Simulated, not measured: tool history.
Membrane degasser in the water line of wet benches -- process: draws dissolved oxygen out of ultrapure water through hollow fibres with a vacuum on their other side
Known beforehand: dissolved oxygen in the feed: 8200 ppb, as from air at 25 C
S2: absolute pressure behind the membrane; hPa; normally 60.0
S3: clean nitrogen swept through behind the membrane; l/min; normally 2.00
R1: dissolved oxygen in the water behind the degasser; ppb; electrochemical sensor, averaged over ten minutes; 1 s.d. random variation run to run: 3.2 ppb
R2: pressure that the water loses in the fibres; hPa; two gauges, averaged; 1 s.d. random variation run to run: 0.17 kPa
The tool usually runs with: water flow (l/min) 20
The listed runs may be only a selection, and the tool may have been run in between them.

Run 1, day 0.000: usual settings. Result: R1 316.9 ppb, R2 263.2 hPa.
Run 2, day 2.196: usual settings. Result: R1 318.1 ppb, R2 265.2 hPa.
Run 3, day 4.792: usual settings. Result: R1 322.8 ppb, R2 260.9 hPa.
Run 4, day 8.050: usual settings. Result: R1 324.4 ppb, R2 265.5 hPa.
Run 5, day 9.750: usual settings. Result: R1 321.4 ppb, R2 263.6 hPa.
Run 6, day 12.754: usual settings. Result: R1 324.0 ppb, R2 265.6 hPa.
Run 7, day 16.325: usual settings but S2 149.2 hPa. Result: R1 512.3 ppb, R2 265.0 hPa.
Run 8, day 18.508: usual settings but S2 149.2 hPa. Result: R1 519.5 ppb, R2 265.7 hPa.
Run 9, day 21.042: usual settings but S2 149.2 hPa. Result: R1 524.9 ppb, R2 269.9 hPa.
Run 10, day 22.633: usual settings but water flow (l/min) 27, S2 149.2 hPa. Result: R1 838.1 ppb, R2 359.5 hPa.
Run 11, day 25.550: usual settings but water flow (l/min) 27, S2 149.2 hPa. Result: R1 849.9 ppb, R2 355.8 hPa.
Run 12, day 27.954: usual settings. Result: R1 327.0 ppb, R2 266.6 hPa.
Run 13, day 29.938: usual settings but S2 112.1 hPa. Result: R1 443.0 ppb, R2 266.9 hPa.
Run 14, day 32.042: usual settings. Result: R1 331.0 ppb, R2 268.9 hPa.
Run 15, day 34.696: usual settings but water flow (l/min) 12. Result: R1 95.6 ppb, R2 158.9 hPa.
Run 16, day 37.183: usual settings but water flow (l/min) 12. Result: R1 94.0 ppb, R2 160.6 hPa.
Run 17, day 39.254: usual settings but water flow (l/min) 12. Result: R1 97.4 ppb, R2 156.3 hPa.
Run 18, day 42.642: usual settings but water flow (l/min) 12, S3 2.61 l/min. Result: R1 85.1 ppb, R2 157.0 hPa.
Run 19, day 44.162: usual settings but S2 45.7 hPa, S3 3.93 l/min. Result: R1 284.2 ppb, R2 266.0 hPa.
Run 20, day 47.158: usual settings but water flow (l/min) 31, S2 45.7 hPa, S3 2.67 l/min. Result: R1 742.9 ppb, R2 415.3 hPa.
Run 21, day 49.821: usual settings but water flow (l/min) 31, S2 45.7 hPa, S3 2.67 l/min. Result: R1 740.8 ppb, R2 409.9 hPa.
Run 22, day 52.900: usual settings but water flow (l/min) 14. Result: R1 142.6 ppb, R2 184.3 hPa.
Run 23, day 54.833: usual settings but water flow (l/min) 14. Result: R1 141.7 ppb, R2 188.0 hPa.
Run 24, day 57.017: usual settings but water flow (l/min) 14, S2 47.6 hPa, S3 5.08 l/min. Result: R1 104.6 ppb, R2 186.0 hPa.
Run 25, day 60.304: usual settings but water flow (l/min) 14, S2 47.6 hPa, S3 5.08 l/min. Result: R1 106.9 ppb, R2 186.5 hPa.
Run 26, day 63.812: usual settings but water flow (l/min) 14, S2 47.6 hPa, S3 5.08 l/min. Result: R1 105.7 ppb, R2 187.8 hPa.
Run 27, day 66.025: usual settings but water flow (l/min) 21, S2 71.3 hPa, S3 1.48 l/min. Result: R1 431.4 ppb, R2 278.5 hPa.
Run 28, day 68.338: usual settings but water flow (l/min) 14, S2 104.0 hPa. Result: R1 216.2 ppb, R2 188.1 hPa.
Run 29, day 71.212: usual settings but water flow (l/min) 14, S2 104.0 hPa. Result: R1 219.4 ppb, R2 188.1 hPa.
Run 30, day 73.354: usual settings but water flow (l/min) 12, S3 2.13 l/min. Result: R1 97.5 ppb, R2 161.3 hPa.
Run 31, day 74.933: usual settings but S3 1.15 l/min. Result: R1 375.3 ppb, R2 267.3 hPa.
Run 32, day 78.458: usual settings but water flow (l/min) 17, S2 111.2 hPa, S3 2.86 l/min. Result: R1 289.1 ppb, R2 229.7 hPa.

4 options for the next run, each taken on its own from the tool as it stands now. Forecast them:
Run A, day 81.088: usual settings but water flow (l/min) 17, S2 111.2 hPa, S3 3.91 l/min. Result: R1 ?, R2 ?.
Run B, day 81.088: usual settings but water flow (l/min) 17, S2 41.0 hPa, S3 2.86 l/min. Result: R1 ?, R2 ?.
Run C, day 81.088: usual settings but S2 48.3 hPa, S3 1.42 l/min. Result: R1 ?, R2 ?.
Run D, day 81.088: usual settings but water flow (l/min) 14, S3 1.25 l/min. Result: R1 ?, R2 ?.

run     R1     R2
  A  263.8  229.4
  B  188.3  230.6
  C  332.3  270.6
  D  175.5  188.4
Had the tool no hidden state, the same runs would have come out as:
run     R1     R2
  A  245.8  224.7
  B  172.2  225.9
  C  307.3  265.1
  D  160.3  184.6
